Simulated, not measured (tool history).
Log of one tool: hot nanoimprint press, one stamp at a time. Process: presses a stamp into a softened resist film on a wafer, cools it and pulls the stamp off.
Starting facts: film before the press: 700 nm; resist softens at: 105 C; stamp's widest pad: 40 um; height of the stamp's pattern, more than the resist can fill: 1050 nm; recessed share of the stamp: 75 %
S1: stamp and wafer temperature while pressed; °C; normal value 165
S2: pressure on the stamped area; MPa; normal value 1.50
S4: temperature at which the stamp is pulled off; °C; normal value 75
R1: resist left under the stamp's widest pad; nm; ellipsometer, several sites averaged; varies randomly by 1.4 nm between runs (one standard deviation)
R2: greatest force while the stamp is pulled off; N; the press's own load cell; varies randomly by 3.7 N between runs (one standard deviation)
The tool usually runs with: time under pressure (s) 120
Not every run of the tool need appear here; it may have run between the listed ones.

{"run": 1, "hour": 0.0, "S1": 165, "S2": 1.5, "time under pressure (s)": 120, "S4": 75, "R1": 313.5, "R2": 183}
{"run": 2, "hour": 16.3, "S1": 165, "S2": 1.5, "time under pressure (s)": 82, "S4": 75, "R1": 362.2, "R2": 176}
{"run": 3, "hour": 38.4, "S1": 165, "S2": 1.5, "time under pressure (s)": 120, "S4": 75, "R1": 315.9, "R2": 182}
{"run": 4, "hour": 55.8, "S1": 165, "S2": 1.5, "time under pressure (s)": 120, "S4": 61, "R1": 317.4, "R2": 201}
{"run": 5, "hour": 92.4, "S1": 165, "S2": 1.11, "time under pressure (s)": 120, "S4": 75, "R1": 354.0, "R2": 180}
{"run": 6, "hour": 119.0, "S1": 165, "S2": 1.11, "time under pressure (s)": 120, "S4": 75, "R1": 356.3, "R2": 178}
{"run": 7, "hour": 146.8, "S1": 165, "S2": 1.11, "time under pressure (s)": 120, "S4": 75, "R1": 355.0, "R2": 185}
{"run": 8, "hour": 184.3, "S1": 165, "S2": 1.5, "time under pressure (s)": 120, "S4": 63, "R1": 314.7, "R2": 206}
{"run": 9, "hour": 206.3, "S1": 165, "S2": 1.5, "time under pressure (s)": 102, "S4": 63, "R1": 333.6, "R2": 205}
{"run": 10, "hour": 223.9, "S1": 165, "S2": 1.5, "time under pressure (s)": 102, "S4": 63, "R1": 336.7, "R2": 206}
{"hour": 232.6, "done": "plate thermocouple calibrated"}
{"run": 11, "hour": 248.6, "S1": 165, "S2": 1.5, "time under pressure (s)": 102, "S4": 63, "R1": 334.7, "R2": 201}
{"run": 12, "hour": 264.6, "S1": 165, "S2": 1.5, "time under pressure (s)": 83, "S4": 63, "R1": 361.3, "R2": 204}
{"run": 13, "hour": 301.1, "S1": 165, "S2": 1.5, "time under pressure (s)": 83, "S4": 63, "R1": 360.9, "R2": 194}
{"run": 14, "hour": 325.2, "S1": 165, "S2": 1.5, "time under pressure (s)": 83, "S4": 63, "R1": 359.5, "R2": 199}
{"run": 15, "hour": 353.1, "S1": 165, "S2": 1.5, "time under pressure (s)": 83, "S4": 73, "R1": 359.5, "R2": 181}
{"run": 16, "hour": 390.0, "S1": 159, "S2": 2.27, "time under pressure (s)": 195, "S4": 61, "R1": 291.8, "R2": 201}
{"run": 17, "hour": 424.0, "S1": 159, "S2": 1.24, "time under pressure (s)": 195, "S4": 77, "R1": 375.7, "R2": 178}
{"run": 18, "hour": 457.5, "S1": 159, "S2": 1.24, "time under pressure (s)": 195, "S4": 73, "R1": 377.0, "R2": 190}
{"run": 19, "hour": 477.3, "S1": 165, "S2": 1.09, "time under pressure (s)": 70, "S4": 75, "R1": 426.7, "R2": 185}
{"run": 20, "hour": 510.2, "S1": 165, "S2": 0.95, "time under pressure (s)": 213, "S4": 63, "R1": 308.0, "R2": 207}
{"run": 21, "hour": 533.8, "S1": 165, "S2": 0.95, "time under pressure (s)": 213, "S4": 63, "R1": 306.3, "R2": 201}
{"run": 22, "hour": 556.3, "S1": 157, "S2": 0.9, "time under pressure (s)": 213, "S4": 82, "R1": 444.1, "R2": 175}
{"run": 23, "hour": 587.4, "S1": 177, "S2": 1.5, "time under pressure (s)": 83, "S4": 75, "R1": 214.8, "R2": 178}
{"run": 24, "hour": 611.2, "S1": 177, "S2": 1.5, "time under pressure (s)": 83, "S4": 75, "R1": 213.3, "R2": 182}
{"run": 25, "hour": 636.5, "S1": 161, "S2": 1.5, "time under pressure (s)": 84, "S4": 72, "R1": 426.7, "R2": 190}
{"run": 26, "hour": 669.6, "S1": 165, "S2": 1.5, "time under pressure (s)": 155, "S4": 64, "R1": 282.9, "R2": 198}
{"run": 27, "hour": 701.8, "S1": 172, "S2": 0.92, "time under pressure (s)": 155, "S4": 70, "R1": 255.4, "R2": 189}
{"run": 28, "hour": 738.3, "S1": 168, "S2": 1.5, "time under pressure (s)": 120, "S4": 75, "R1": 271.7, "R2": 185}
{"hour": 777.8, "done": "stamp cleaned and given a new release coat"}
{"run": 29, "hour": 778.3, "S1": 168, "S2": 1.5, "time under pressure (s)": 120, "S4": 75, "R1": 271.9, "R2": 180}

Predict each of these 5 candidate next runs independently; none follows another, all start after run 29:
{"run": "A", "hour": 797.0, "S1": 172, "S2": 1.16, "time under pressure (s)": 90, "S4": 75, "R1": "?", "R2": "?"}
{"run": "B", "hour": 797.0, "S1": 171, "S2": 0.95, "time under pressure (s)": 120, "S4": 77, "R1": "?", "R2": "?"}
{"run": "C", "hour": 797.0, "S1": 165, "S2": 1.57, "time under pressure (s)": 120, "S4": 66, "R1": "?", "R2": "?"}
{"run": "D", "hour": 797.0, "S1": 175, "S2": 1.6, "time under pressure (s)": 145, "S4": 75, "R1": "?", "R2": "?"}
{"run": "E", "hour": 797.0, "S1": 171, "S2": 0.91, "time under pressure (s)": 239, "S4": 75, "R1": "?", "R2": "?"}

run=A R1=287.0 R2=180
run=B R1=296.0 R2=184
run=C R1=307.5 R2=193
run=D R1=176.5 R2=186
run=E R1=225.7 R2=186
Take away the tool's hidden state, keep each run's random variation, and the runs would have read:
run=A R1=286.4 R2=180
run=B R1=295.4 R2=184
run=C R1=306.8 R2=193
run=D R1=176.0 R2=186
run=E R1=225.2 R2=186
